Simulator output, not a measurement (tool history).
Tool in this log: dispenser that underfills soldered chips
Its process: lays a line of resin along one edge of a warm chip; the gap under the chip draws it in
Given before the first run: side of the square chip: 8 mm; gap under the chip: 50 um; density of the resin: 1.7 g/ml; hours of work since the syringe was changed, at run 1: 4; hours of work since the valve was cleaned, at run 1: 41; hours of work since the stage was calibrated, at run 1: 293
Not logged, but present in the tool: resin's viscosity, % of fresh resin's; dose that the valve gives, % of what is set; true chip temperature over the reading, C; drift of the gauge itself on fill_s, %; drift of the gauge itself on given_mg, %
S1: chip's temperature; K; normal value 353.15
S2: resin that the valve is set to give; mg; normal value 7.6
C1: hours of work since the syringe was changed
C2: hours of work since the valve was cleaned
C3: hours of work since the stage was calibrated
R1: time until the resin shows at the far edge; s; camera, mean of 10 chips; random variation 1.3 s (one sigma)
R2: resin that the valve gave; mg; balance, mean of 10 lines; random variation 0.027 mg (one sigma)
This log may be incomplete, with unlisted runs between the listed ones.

run,hour,S1,S2,C1,C2,C3,R1,R2
1,0,353.15,7.6,4,41,293,128.4,7.47
# hour 3.8: new syringe of resin
2,9.8,353.15,7.6,5,48,301,134.1,7.43
# hour 13.5: new syringe of resin
3,17.8,353.15,7.6,3,54,307,125.4,7.38
# hour 22.8: new syringe of resin
4,24.9,346.15,7.6,2,60,312,155.3,7.41
5,30.7,346.15,7.6,6,64,317,180.3,7.41
# hour 31.7: new syringe of resin
6,38.9,353.15,6.79,6,70,323,141.9,6.58
# hour 41.2: new syringe of resin
7,46.4,339.15,7.6,4,76,328,217.5,7.36
# hour 50.2: new syringe of resin
8,57,355.15,7.6,5,84,336,124.6,7.34
# hour 59: new syringe of resin
# hour 61.4: dispensing valve cleaned and set on the balance
9,67.2,355.15,7.6,6,5,343,124.2,7.59
# hour 69.6: new syringe of resin
10,75.2,346.15,7.6,4,11,349,165.9,7.55
# hour 78.4: new syringe of resin
# hour 86.5: stage's temperature calibrated
11,87.7,353.15,6.91,6,19,1,155.8,6.79
# hour 88.7: new syringe of resin
12,96.6,353.15,9.25,6,26,8,146,9.14
# hour 97.9: new syringe of resin
13,103.5,353.15,9.25,4,31,13,135.2,9.1
# hour 107.1: new syringe of resin
14,111.5,344.15,7.6,3,37,19,191.9,7.47
# hour 116: new syringe of resin
15,120.5,353.15,7.6,4,44,26,136.8,7.45
# hour 124.9: new syringe of resin
16,131.7,353.15,7.6,5,53,34,144.5,7.42
# hour 133.9: new syringe of resin
17,140.2,353.15,8.76,5,59,41,137.2,8.49
# hour 143: new syringe of resin
18,150.5,353.15,7.74,6,67,48,145.7,7.5
# hour 152.6: new syringe of resin
19,160.4,353.15,7.74,6,74,56,149.6,7.47
# hour 161.7: new syringe of resin
20,169,351.15,6.78,6,81,62,167.5,6.57
# hour 171.3: new syringe of resin
# hour 177.4: dispensing valve cleaned and set on the balance
21,178.4,358.15,9.88,5,1,69,111.7,9.85
# hour 181.3: new syringe of resin
# hour 190.1: new syringe of resin
22,190.1,344.15,6.99,0,9,78,175,6.96
# hour 199.2: new syringe of resin
23,199.4,363.15,7.62,0,16,85,83.9,7.62
24,205.6,354.15,7.97,5,21,89,136.7,7.96
# hour 208.2: new syringe of resin
25,212.2,354.15,7.97,3,26,94,126.4,7.87
# hour 217.2: new syringe of resin
26,219.9,354.15,7.97,2,32,100,122.8,7.87
# hour 226.2: new syringe of resin
27,230.8,367.15,7.6,4,40,108,80.4,7.49
# hour 235.8: new syringe of resin
28,238.8,355.15,9.79,2,46,114,113,9.63
# hour 244.7: new syringe of resin
29,246.7,354.15,8.88,2,52,120,120.8,8.71
# hour 254.4: new syringe of resin
30,255.9,354.15,7.17,1,59,127,118.7,7.01
# hour 264: new syringe of resin
31,264.3,354.15,7.17,0,66,134,116.6,7.02
# hour 273.8: new syringe of resin
32,274.8,354.15,7.17,1,74,142,117.4,6.94
# hour 283.3: new syringe of resin
33,284.6,340.15,7.6,1,81,149,203.2,7.39

Consider 3 possible next runs. They are alternatives, not a sequence: every one starts from the tool as it was left by run 33. What does each give?
# hour 292.6: dispensing valve cleaned and set on the balance
# hour 294: new syringe of resin
A,296.5,365.15,7.17,2,3,157,?,?
# hour 292.6: dispensing valve cleaned and set on the balance
# hour 294: new syringe of resin
B,296.5,339.15,8.21,2,3,157,?,?
# hour 292.6: dispensing valve cleaned and set on the balance
# hour 294: new syringe of resin
C,296.5,340.15,9.17,2,3,157,?,?

run,R1,R2
A,83.1,7.21
B,213.7,8.2
C,201.3,9.2
Stripped of hidden state, with their random variation kept, the same runs would have yielded:
run,R1,R2
A,81.2,7.2
B,210,8.19
C,197.7,9.19
